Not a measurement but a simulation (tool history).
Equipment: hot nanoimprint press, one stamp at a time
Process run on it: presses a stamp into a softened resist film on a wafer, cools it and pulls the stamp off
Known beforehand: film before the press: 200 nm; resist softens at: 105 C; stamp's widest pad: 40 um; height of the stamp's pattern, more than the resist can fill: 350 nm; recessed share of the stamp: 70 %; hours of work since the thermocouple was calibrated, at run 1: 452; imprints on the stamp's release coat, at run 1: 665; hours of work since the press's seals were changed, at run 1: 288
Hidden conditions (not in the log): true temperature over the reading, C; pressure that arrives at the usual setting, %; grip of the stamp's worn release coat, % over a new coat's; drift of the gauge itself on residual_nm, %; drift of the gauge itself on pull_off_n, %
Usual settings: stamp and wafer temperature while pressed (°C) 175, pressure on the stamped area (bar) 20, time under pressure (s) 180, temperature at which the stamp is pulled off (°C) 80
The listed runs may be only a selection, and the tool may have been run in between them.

run,hour,stamp and wafer temperature while pressed (°C),pressure on the stamped area (bar),time under pressure (s),temperature at which the stamp is pulled off (°C),hours of work since the thermocouple was calibrated,imprints on the stamp's release coat,hours of work since the press's seals were changed,resist left under the stamp's widest pad (angstrom),greatest force while the stamp is pulled off (N)
1,0,175,20,180,80,452,665,288,1000,148
2,26.9,175,20,180,80,468,740,304,997,150
3,52.3,175,20,180,80,483,812,319,1000,155
# hour 62.6: plate thermocouple calibrated
4,91,175,20,180,80,17,912,339,1045,155
5,130.5,175,20,180,80,40,1023,362,1047,158
6,169.7,175,20,180,80,63,1133,385,1060,170
7,199.9,175,20,180,80,80,1217,403,1066,167
8,237.1,175,20,180,80,102,1322,425,1045,170
9,256.6,175,20,180,80,113,1377,436,1070,170
# hour 268.1: plate thermocouple calibrated, once more
10,277,175,20,180,80,5,1426,446,894,155
11,301.8,175,20,180,80,20,1495,461,896,167
12,318.7,175,20,101,80,30,1543,471,1113,165
13,354.6,175,20,101,80,51,1644,492,1116,174
14,385.2,175,20,180,80,68,1730,509,909,173
15,420.7,175,20,180,80,89,1829,530,907,172
16,452.7,175,14.6,108,80,108,1919,549,1237,176
17,487.5,174,20.4,168,81,128,2017,569,986,177
# hour 500.2: stamp cleaned and given a new release coat
18,532.6,168,20.4,194,65,151,90,592,1237,168
19,569.1,175,20.2,302,84,172,193,613,754,122
20,605.3,177,18.6,180,80,193,295,635,867,139
21,622.4,169,12.9,281,83,203,343,645,1271,133
22,639.4,175,22,126,69,213,391,654,1049,171
23,673.5,175,22,126,69,233,486,674,1044,176
24,708.8,186,30.5,126,88,254,585,695,519,119
25,750.3,186,30.5,126,88,278,702,719,514,126
26,784.6,186,30.5,266,88,298,798,739,370,125
27,815.3,175,20,95,80,316,884,757,1214,155
28,832.5,165,20,193,80,326,933,767,1488,157
29,867.3,175,31.9,180,66,346,1030,788,807,204
30,889.5,175,31.9,180,83,359,1093,800,806,148

Forecast each of these 4 alternatives for the next run:
A,928.1,175,20.2,180,80,382,1201,823,?,?
B,928.1,175,12.1,113,80,382,1201,823,?,?
C,928.1,175,19.5,180,85,382,1201,823,?,?
D,928.1,172,31.9,124,69,382,1201,823,?,?

run,resist left under the stamp's widest pad (angstrom),greatest force while the stamp is pulled off (N)
A,967,161
B,1360,159
C,987,145
D,1079,198
Take away the tool's hidden state, keep each run's random variation, and the runs would have read:
run,resist left under the stamp's widest pad (angstrom),greatest force while the stamp is pulled off (N)
A,881,128
B,1273,126
C,901,115
D,982,158

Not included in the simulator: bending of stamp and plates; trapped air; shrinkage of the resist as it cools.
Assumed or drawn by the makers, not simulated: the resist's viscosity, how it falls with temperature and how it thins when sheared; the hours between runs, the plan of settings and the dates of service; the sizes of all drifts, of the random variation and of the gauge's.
